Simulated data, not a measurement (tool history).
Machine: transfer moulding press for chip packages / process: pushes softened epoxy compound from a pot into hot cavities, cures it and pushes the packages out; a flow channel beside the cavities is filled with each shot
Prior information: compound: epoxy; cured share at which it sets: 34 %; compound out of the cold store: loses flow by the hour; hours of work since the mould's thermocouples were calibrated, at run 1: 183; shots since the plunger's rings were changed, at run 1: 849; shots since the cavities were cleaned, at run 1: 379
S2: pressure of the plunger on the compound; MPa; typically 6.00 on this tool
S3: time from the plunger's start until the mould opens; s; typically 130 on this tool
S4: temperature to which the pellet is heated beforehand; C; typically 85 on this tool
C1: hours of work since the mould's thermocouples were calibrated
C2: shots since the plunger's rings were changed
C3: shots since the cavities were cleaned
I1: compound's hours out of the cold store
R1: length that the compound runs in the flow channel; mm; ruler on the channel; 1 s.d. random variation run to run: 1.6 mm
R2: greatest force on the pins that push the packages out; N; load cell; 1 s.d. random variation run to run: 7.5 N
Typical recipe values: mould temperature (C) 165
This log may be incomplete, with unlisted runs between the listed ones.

run 1 day=0.000 | mould_temperature_(C)=165 S2=6.00 S3=130 S4=85 | C1=183 C2=849 C3=379 | I1=17.0 | R1=891 R2=454
run 2 day=0.929 | mould_temperature_(C)=165 S2=6.00 S3=130 S4=85 | C1=195 C2=1011 C3=541 | I1=43.7 | R1=830 R2=527
-- day=1.546 cavities cleaned with cleaning compound and waxed
run 3 day=2.133 | mould_temperature_(C)=165 S2=6.00 S3=130 S4=85 | C1=210 C2=1211 C3=102 | I1=31.3 | R1=856 R2=383
run 4 day=2.829 | mould_temperature_(C)=165 S2=6.00 S3=130 S4=85 | C1=219 C2=1332 C3=223 | I1=21.1 | R1=879 R2=421
run 5 day=3.629 | mould_temperature_(C)=165 S2=6.00 S3=130 S4=85 | C1=230 C2=1472 C3=363 | I1=14.2 | R1=896 R2=488
run 6 day=4.662 | mould_temperature_(C)=165 S2=6.00 S3=130 S4=85 | C1=243 C2=1652 C3=543 | I1=12.7 | R1=898 R2=560
-- day=5.279 cavities cleaned with cleaning compound and waxed
run 7 day=5.988 | mould_temperature_(C)=165 S2=6.00 S3=130 S4=85 | C1=259 C2=1873 C3=124 | I1=20.1 | R1=875 R2=373
run 8 day=6.675 | mould_temperature_(C)=165 S2=6.00 S3=130 S4=82 | C1=268 C2=1993 C3=244 | I1=17.0 | R1=882 R2=456
run 9 day=8.192 | mould_temperature_(C)=165 S2=6.00 S3=130 S4=82 | C1=288 C2=2258 C3=509 | I1=37.2 | R1=837 R2=520
-- day=8.950 cavities cleaned with cleaning compound and waxed
run 10 day=9.038 | mould_temperature_(C)=165 S2=6.94 S3=130 S4=82 | C1=298 C2=2394 C3=15 | I1=13.2 | R1=952 R2=315
run 11 day=10.050 | mould_temperature_(C)=165 S2=6.94 S3=130 S4=82 | C1=311 C2=2571 C3=192 | I1=45.5 | R1=876 R2=427
run 12 day=10.992 | mould_temperature_(C)=172 S2=6.00 S3=130 S4=85 | C1=323 C2=2735 C3=356 | I1=12.5 | R1=851 R2=429
run 13 day=12.262 | mould_temperature_(C)=172 S2=6.00 S3=130 S4=85 | C1=340 C2=2957 C3=578 | I1=36.6 | R1=800 R2=490
-- day=12.683 cavities cleaned with cleaning compound and waxed
run 14 day=13.454 | mould_temperature_(C)=165 S2=6.00 S3=130 S4=85 | C1=355 C2=3154 C3=134 | I1=14.1 | R1=882 R2=382
run 15 day=14.125 | mould_temperature_(C)=166 S2=6.00 S3=146 S4=84 | C1=363 C2=3271 C3=251 | I1=32.3 | R1=835 R2=412
run 16 day=15.533 | mould_temperature_(C)=165 S2=5.64 S3=139 S4=85 | C1=382 C2=3517 C3=497 | I1=36.5 | R1=804 R2=494
-- day=16.338 cavities cleaned with cleaning compound and waxed
run 17 day=17.021 | mould_temperature_(C)=165 S2=4.54 S3=163 S4=85 | C1=400 C2=3766 C3=119 | I1=27.4 | R1=734 R2=365
run 18 day=17.804 | mould_temperature_(C)=165 S2=4.54 S3=163 S4=85 | C1=410 C2=3903 C3=256 | I1=14.7 | R1=757 R2=396
run 19 day=19.375 | mould_temperature_(C)=160 S2=5.09 S3=157 S4=92 | C1=431 C2=4177 C3=530 | I1=31.2 | R1=788 R2=540
-- day=20.100 cavities cleaned with cleaning compound and waxed
run 20 day=20.367 | mould_temperature_(C)=160 S2=5.09 S3=157 S4=92 | C1=443 C2=4339 C3=46 | I1=18.2 | R1=814 R2=364
run 21 day=21.846 | mould_temperature_(C)=160 S2=5.09 S3=157 S4=92 | C1=462 C2=4597 C3=304 | I1=10.4 | R1=829 R2=474
-- day=22.488 plunger's sealing rings changed
run 22 day=23.196 | mould_temperature_(C)=160 S2=5.09 S3=157 S4=92 | C1=478 C2=124 C3=522 | I1=33.3 | R1=811 R2=539
-- day=23.883 cavities cleaned with cleaning compound and waxed
run 23 day=24.008 | mould_temperature_(C)=157 S2=4.81 S3=130 S4=85 | C1=488 C2=255 C3=22 | I1=28.0 | R1=815 R2=553
run 24 day=25.446 | mould_temperature_(C)=157 S2=4.81 S3=130 S4=85 | C1=507 C2=506 C3=273 | I1=14.7 | R1=842 R2=799
run 25 day=26.608 | mould_temperature_(C)=170 S2=6.00 S3=131 S4=85 | C1=522 C2=709 C3=476 | I1=16.9 | R1=866 R2=477
-- day=27.546 cavities cleaned with cleaning compound and waxed
run 26 day=27.700 | mould_temperature_(C)=170 S2=6.00 S3=131 S4=85 | C1=535 C2=888 C3=26 | I1=34.3 | R1=825 R2=300
run 27 day=29.096 | mould_temperature_(C)=157 S2=6.11 S3=131 S4=81 | C1=553 C2=1132 C3=270 | I1=41.2 | R1=881 R2=717

3 options for the next run, each taken on its own from the tool as it stands now. Forecast them:
run A day=29.962 | mould_temperature_(C)=159 S2=6.00 S3=130 S4=85 | C1=564 C2=1283 C3=421 | I1=34.1 | R1=? R2=?
run B day=29.962 | mould_temperature_(C)=157 S2=6.10 S3=132 S4=81 | C1=564 C2=1283 C3=421 | I1=33.5 | R1=? R2=?
run C day=29.962 | mould_temperature_(C)=166 S2=6.00 S3=130 S4=89 | C1=564 C2=1283 C3=421 | I1=11.8 | R1=? R2=?

run=A R1=876 R2=710
run=B R1=899 R2=818
run=C R1=891 R2=484
What these runs would have given with no unlogged condition in the tool:
run=A R1=891 R2=459
run=B R1=914 R2=530
run=C R1=906 R2=302

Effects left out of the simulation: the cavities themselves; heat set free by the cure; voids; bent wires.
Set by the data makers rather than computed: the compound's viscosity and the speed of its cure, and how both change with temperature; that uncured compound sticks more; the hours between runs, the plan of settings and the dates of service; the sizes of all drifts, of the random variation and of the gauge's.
